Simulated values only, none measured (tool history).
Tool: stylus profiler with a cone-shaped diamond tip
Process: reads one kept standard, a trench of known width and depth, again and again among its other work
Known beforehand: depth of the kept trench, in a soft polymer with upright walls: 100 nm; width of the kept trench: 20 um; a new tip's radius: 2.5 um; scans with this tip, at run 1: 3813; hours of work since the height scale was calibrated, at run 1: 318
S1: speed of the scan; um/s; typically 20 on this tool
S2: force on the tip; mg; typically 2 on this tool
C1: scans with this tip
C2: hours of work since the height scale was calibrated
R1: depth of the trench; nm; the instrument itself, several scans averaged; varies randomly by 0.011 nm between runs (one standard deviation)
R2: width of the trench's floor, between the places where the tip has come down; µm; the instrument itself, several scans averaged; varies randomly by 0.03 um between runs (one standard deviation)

run	day	S1	S2	C1	C2	R1	R2
1	0	20	2	3813	318	100.56	18.36
2	0.567	20	2	3921	327	100.58	18.39
3	0.938	20	2	3991	333	100.54	18.42
4	1.571	20	2	4111	343	100.56	18.32
5	2.317	20	1.75	4252	355	100.51	18.41
6	2.658	10	1.75	4318	360	100.49	18.42
7	3.125	10	1.75	4406	368	100.5	18.41
8	3.575	10	1.75	4491	375	100.51	18.33
9	3.962	10	1.75	4565	381	100.5	18.47
10	4.667	72	2	4699	392	100.54	17.96
11	5.3	72	2	4819	402	100.55	18.03
12	5.846	72	5.08	4922	411	101.08	18.16
13	6.479	72	5.08	5043	421	101.09	18.15
14	7.079	6	2	5157	430	100.54	18.42
15	7.433	6	2	5224	436	100.56	18.41
16	7.842	20	2	5301	442	100.53	18.32
17	8.158	14	2	5361	447	100.53	18.34
18	8.871	14	2	5497	459	100.55	18.35
19	9.65	14	2	5645	471	100.52	18.34
20	10.321	14	2	5771	481	100.57	18.39
21	10.938	15	2	5888	491	100.53	18.35
22	11.333	15	2	5963	498	100.54	18.33
23	11.683	15	2	6030	503	100.54	18.33
24	12.121	12	2	6113	510	100.53	18.39
25	12.662	12	2	6215	519	100.54	18.39
26	13.242	12	2	6325	528	100.54	18.36
27	13.862	20	2	6444	538	100.52	18.31
# day 13.921: height scale calibrated on a step standard
28	14.508	78	4.3	6562	9	100.92	18.09
29	14.904	78	4.3	6637	16	100.93	18.13
# day 15.271: height scale calibrated on a step standard, once more
30	15.517	78	4.3	6749	4	101.04	18.07
31	15.933	6	1.33	6828	10	100.46	18.39
32	16.662	6	3.74	6967	22	100.93	18.39
33	17.075	75	3.74	7045	29	100.95	18.06
34	17.725	24	3.31	7168	39	100.87	18.26
35	18.488	24	3.31	7313	51	100.87	18.26
36	19.2	44	4.84	7449	62	101.13	18.19
37	19.6	47	2	7524	69	100.61	18.09
38	20	7	2.42	7601	75	100.71	18.4
39	20.321	10	1.2	7661	80	100.42	18.34
40	21.104	10	1.2	7810	92	100.42	18.34
41	21.658	19	2.21	7915	101	100.65	18.28
42	22.246	19	2.21	8027	110	100.65	18.25
43	22.575	23	2.21	8089	116	100.64	18.25
44	23.192	23	2.21	8205	125	100.65	18.23
45	23.608	23	2.21	8285	132	100.65	18.15
46	24.317	26	1.14	8419	143	100.4	18.17

3 options for the next run, each taken on its own from the tool as it stands now. Forecast them:
A	24.738	78	2.44	8499	150	?	?
B	24.738	20	5.92	8499	150	?	?
C	24.738	26	1.01	8499	150	?	?

run	R1	R2
A	100.68	17.95
B	101.27	18.28
C	100.36	18.14
Without the tool's hidden state the same runs would have given:
run	R1	R2
A	100.71	18.17
B	101.31	18.51
C	100.39	18.36

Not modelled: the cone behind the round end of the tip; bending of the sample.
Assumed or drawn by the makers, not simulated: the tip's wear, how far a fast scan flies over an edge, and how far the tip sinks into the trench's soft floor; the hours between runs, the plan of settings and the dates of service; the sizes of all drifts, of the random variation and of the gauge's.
